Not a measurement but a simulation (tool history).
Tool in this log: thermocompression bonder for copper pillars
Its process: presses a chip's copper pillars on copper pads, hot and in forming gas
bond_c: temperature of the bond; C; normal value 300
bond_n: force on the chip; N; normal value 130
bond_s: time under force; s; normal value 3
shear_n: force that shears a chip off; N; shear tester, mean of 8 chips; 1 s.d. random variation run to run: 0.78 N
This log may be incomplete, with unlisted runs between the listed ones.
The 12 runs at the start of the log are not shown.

run,day,bond_c,bond_n,bond_s,hours of work since the heater was calibrated,hours of work since the force cell was calibrated,hours of work since the gas filter was changed,shear_n
13,7.162,300,165,3,257,257,257,75.7
14,7.808,300,130,2,268,268,268,57.3
15,8.375,300,85,2,278,278,278,41.3
16,8.842,300,85,7,286,286,286,67.3
17,9.446,307,85,7,296,296,296,73.0
18,9.892,300,130,3,304,304,304,65.4
19,10.450,283,118,3,313,313,313,47.2
20,10.896,283,118,3,321,321,321,46.5
21,11.475,275,177,7,331,331,331,74.6
22,12.154,279,185,8,342,342,342,80.3
23,12.696,279,185,8,352,352,352,80.4
24,13.329,316,178,5,362,362,362,99.9
25,13.854,316,178,5,371,371,371,96.9
26,14.254,323,130,2,378,378,378,71.4
27,14.971,300,121,7,390,390,390,77.6
28,15.379,300,121,7,397,397,397,77.8
# day 15.446: forming gas filter changed
29,15.792,323,131,4,404,404,6,97.9
30,16.492,300,146,3,416,416,18,70.9
31,17.017,300,146,3,425,425,27,70.2

Predict the results of run 32:
32,17.479,282,187,2,433,433,35,?

For run 32 the tool returned shear_n 56.0 N.
With the hidden condition absent and the run-to-run variation left alone, this run would have shown shear_n 61.0 N.

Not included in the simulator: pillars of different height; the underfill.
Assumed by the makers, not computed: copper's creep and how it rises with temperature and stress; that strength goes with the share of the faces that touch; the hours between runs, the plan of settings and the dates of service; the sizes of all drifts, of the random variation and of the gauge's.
